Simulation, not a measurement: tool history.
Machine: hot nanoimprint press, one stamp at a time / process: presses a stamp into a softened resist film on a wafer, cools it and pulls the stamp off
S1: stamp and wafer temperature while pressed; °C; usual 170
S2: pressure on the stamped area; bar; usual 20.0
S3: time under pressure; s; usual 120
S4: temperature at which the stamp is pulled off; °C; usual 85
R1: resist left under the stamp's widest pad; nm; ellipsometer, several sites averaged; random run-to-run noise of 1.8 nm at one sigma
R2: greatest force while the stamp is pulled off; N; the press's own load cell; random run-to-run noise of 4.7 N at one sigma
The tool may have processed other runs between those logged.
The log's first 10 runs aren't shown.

run,hour,S1,S2,S3,S4,R1,R2
# hour 66.2: plate thermocouple calibrated
11,75.1,170,20.0,120,87,310.0,265
12,83.6,170,20.0,120,87,313.4,275
13,88.7,170,20.0,210,85,261.4,277
14,98.4,170,12.5,120,85,362.2,291
15,103.0,170,12.5,120,85,361.1,285
# hour 110.4: plate thermocouple calibrated, once more
16,110.4,170,20.0,120,92,292.4,276
17,116.7,176,22.4,141,87,187.5,274
18,124.0,177,21.8,118,85,192.6,286
19,131.6,171,20.5,120,70,273.8,307
20,141.5,171,20.5,120,70,275.8,321
21,148.0,171,20.5,120,70,272.3,315
22,156.4,168,20.0,65,85,374.9,296
23,164.2,169,20.0,61,88,366.0,297
24,170.5,170,21.4,189,85,244.4,305
25,178.8,170,21.4,189,85,244.4,308
26,188.0,170,21.4,189,85,245.6,308
27,192.0,170,21.4,189,85,244.6,307
28,199.7,160,24.6,162,86,397.8,316
29,207.1,160,24.6,162,86,396.6,312
30,217.1,163,24.4,103,90,390.5,316

Predict each of these 3 candidate next runs independently; none follows another, all start after run 30:
A,226.0,158,13.8,120,74,?,?
B,226.0,181,24.4,222,90,?,?
C,226.0,163,24.4,236,88,?,?

run,R1,R2
A,465.8,337
B,111.8,315
C,320.5,318
The same runs, with their run-to-run variation unchanged, on a tool lacking any hidden condition would have given:
run,R1,R2
A,462.7,239
B,107.7,223
C,311.3,226
